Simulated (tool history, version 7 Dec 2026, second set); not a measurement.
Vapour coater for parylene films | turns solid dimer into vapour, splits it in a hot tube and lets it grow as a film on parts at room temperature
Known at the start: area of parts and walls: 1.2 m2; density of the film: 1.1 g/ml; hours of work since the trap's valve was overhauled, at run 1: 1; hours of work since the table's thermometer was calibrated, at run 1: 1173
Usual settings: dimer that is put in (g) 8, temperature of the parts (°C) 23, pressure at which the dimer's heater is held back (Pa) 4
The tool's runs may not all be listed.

| run | hour | dimer that is put in (g) | temperature of the parts (°C) | pressure at which the dimer's heater is held back (Pa) | hours of work since the trap's valve was overhauled | hours of work since the table's thermometer was calibrated | thickness of the film (um) |
|---|---|---|---|---|---|---|---|
| 1 | 0 | 8 | 23 | 4 | 1 | 1173 | 3.91 |
| 2 | 62.6 | 4 | 23 | 4 | 28 | 1200 | 1.97 |
| 3 | 132.1 | 8 | 23 | 2.74 | 58 | 1229 | 4.2 |
| 4 | 177.9 | 5 | 23 | 4 | 77 | 1249 | 2.33 |
| 5 | 245.1 | 5 | 23 | 4 | 106 | 1277 | 2.34 |
| 6 | 289.2 | 8 | 23 | 4 | 125 | 1296 | 3.6 |
| 7 | 340.6 | 8 | 23 | 4 | 147 | 1318 | 3.58 |
| 8 | 414.6 | 8 | 23 | 4 | 178 | 1350 | 3.52 |
| 9 | 452.9 | 8 | 23 | 4 | 194 | 1366 | 3.39 |
| 10 | 486.2 | 8 | 23 | 4 | 209 | 1380 | 3.38 |
|  | 523.9 | trap's valve overhauled |
| 11 | 541.9 | 8 | 23 | 4 | 8 | 1402 | 3.15 |
| 12 | 575.4 | 8 | 23 | 4 | 22 | 1416 | 3.16 |
| 13 | 631.7 | 8 | 27 | 4 | 46 | 1440 | 2.83 |
|  | 642 | trap's valve overhauled, once more |
| 14 | 699.3 | 8 | 27 | 4 | 24 | 1468 | 3.67 |
| 15 | 758.9 | 8 | 27 | 4 | 50 | 1493 | 3.66 |
| 16 | 809.6 | 7 | 23 | 4 | 71 | 1515 | 3.3 |
| 17 | 841.5 | 7 | 23 | 4 | 85 | 1528 | 3.29 |
| 18 | 899.2 | 7 | 23 | 4 | 110 | 1553 | 3.23 |
| 19 | 946.5 | 7 | 23 | 4 | 130 | 1573 | 3.18 |
| 20 | 1004.8 | 8 | 23 | 4 | 155 | 1598 | 3.56 |
| 21 | 1069.6 | 8 | 23 | 4 | 182 | 1625 | 3.5 |
| 22 | 1111.8 | 8 | 23 | 4 | 200 | 1643 | 3.57 |
| 23 | 1162.9 | 8 | 23 | 4 | 222 | 1665 | 3.41 |
|  | 1170.6 | trap's valve overhauled |
| 24 | 1213.5 | 14 | 21 | 2.63 | 18 | 1685 | 7.76 |
| 25 | 1264 | 12 | 25 | 9.89 | 40 | 1706 | 4.48 |
| 26 | 1336.6 | 12 | 25 | 9.89 | 71 | 1737 | 4.36 |
| 27 | 1368.4 | 12 | 25 | 3.66 | 84 | 1751 | 5.59 |
| 28 | 1436.1 | 4 | 25 | 3.66 | 113 | 1780 | 1.77 |
| 29 | 1492.2 | 10 | 34 | 8.81 | 137 | 1804 | 3.02 |
|  | 1554.7 | table's thermometer calibrated |
| 30 | 1554.7 | 7 | 32 | 2.35 | 163 | 0 | 3.12 |
| 31 | 1587 | 8 | 21 | 3.77 | 177 | 14 | 3.72 |
| 32 | 1639 | 8 | 22 | 7.01 | 199 | 36 | 3.08 |
|  | 1699.5 | trap's valve overhauled |
| 33 | 1702.1 | 13 | 22 | 7.01 | 1 | 61 | 5.79 |
| 34 | 1744.3 | 8 | 31 | 2.56 | 19 | 79 | 3.88 |
| 35 | 1789.4 | 8 | 18 | 2.38 | 38 | 98 | 4.85 |
| 36 | 1846.2 | 8 | 18 | 2.38 | 63 | 123 | 4.75 |
| 37 | 1911.6 | 8 | 28 | 3.83 | 90 | 150 | 3.49 |
| 38 | 1983.9 | 8 | 28 | 3.83 | 121 | 181 | 3.41 |
| 39 | 2018.4 | 10 | 27 | 5.11 | 136 | 196 | 4 |
| 40 | 2078.7 | 5 | 22 | 2.28 | 162 | 222 | 2.58 |
| 41 | 2150.1 | 5 | 22 | 2.28 | 192 | 252 | 2.58 |
| 42 | 2197.4 | 4 | 15 | 6.27 | 212 | 272 | 1.79 |
|  | 2227.6 | trap's valve overhauled |
| 43 | 2242.4 | 4 | 15 | 6.27 | 6 | 290 | 2 |
| 44 | 2309.2 | 7 | 20 | 4 | 35 | 318 | 3.46 |
| 45 | 2381.3 | 12 | 34 | 5.88 | 66 | 349 | 4.37 |
| 46 | 2415.3 | 4 | 34 | 5.91 | 80 | 363 | 1.41 |

4 ways to go on from here, each from the tool as it stands after run 46. What would each give?
| A | 2482.3 | 3 | 18 | 2.47 | 109 | 392 | ? |
| B | 2482.3 | 5 | 32 | 11.19 | 109 | 392 | ? |
| C | 2482.3 | 8 | 22 | 2.74 | 109 | 392 | ? |
| D | 2482.3 | 8 | 23 | 5.11 | 109 | 392 | ? |

| run | thickness of the film (um) |
|---|---|
| A | 1.7 |
| B | 1.56 |
| C | 4.12 |
| D | 3.5 |
Without the tool's hidden state the same runs would have given:
| run | thickness of the film (um) |
|---|---|
| A | 1.85 |
| B | 1.69 |
| C | 4.48 |
| D | 3.81 |
